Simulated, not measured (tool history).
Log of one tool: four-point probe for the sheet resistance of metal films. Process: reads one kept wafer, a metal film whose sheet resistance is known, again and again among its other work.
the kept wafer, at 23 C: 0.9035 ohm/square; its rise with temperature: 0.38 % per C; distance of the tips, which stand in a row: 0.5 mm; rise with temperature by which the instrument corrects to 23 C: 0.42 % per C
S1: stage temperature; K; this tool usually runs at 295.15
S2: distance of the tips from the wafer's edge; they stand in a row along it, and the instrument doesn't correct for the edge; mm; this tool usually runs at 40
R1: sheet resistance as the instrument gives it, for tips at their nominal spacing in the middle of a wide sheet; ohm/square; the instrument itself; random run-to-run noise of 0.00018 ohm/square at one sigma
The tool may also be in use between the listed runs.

Run 1, hour 0: usual settings. Result: R1 0.903581 ohm/square.
Run 2, hour 47.9: usual settings but S1 292.15 K. Result: R1 0.904987 ohm/square.
Run 3, hour 75.2: usual settings but S2 18 mm. Result: R1 0.903675 ohm/square.
Run 4, hour 109.9: usual settings but S1 306.15 K. Result: R1 0.899549 ohm/square.
Run 5, hour 159.7: usual settings. Result: R1 0.903978 ohm/square.
Run 6, hour 181.3: usual settings but S2 27 mm. Result: R1 0.903363 ohm/square.
Run 7, hour 226.6: usual settings but S2 27 mm. Result: R1 0.903544 ohm/square.
At hour 229.4: stage's thermometer calibrated.
Run 8, hour 270: usual settings but S2 7 mm. Result: R1 0.906406 ohm/square.
Run 9, hour 296.5: usual settings but S1 306.15 K, S2 67 mm. Result: R1 0.899806 ohm/square.
Run 10, hour 337.4: usual settings but S2 72 mm. Result: R1 0.904046 ohm/square.
Run 11, hour 373.1: usual settings but S2 72 mm. Result: R1 0.903682 ohm/square.
At hour 383.1: stage's thermometer calibrated, once more.
Run 12, hour 415: usual settings but S1 293.15 K, S2 35 mm. Result: R1 0.902606 ohm/square.

Estimate the outcome of run 13 from the log above:
Run 13, hour 446: usual settings but S1 297.15 K, S2 50 mm. Result: R1 ?.

{"run 13": {"R1": 0.900992}}
Were there no unlogged condition in the tool, this run, its random variation unchanged, would have produced R1 0.903493 ohm/square.
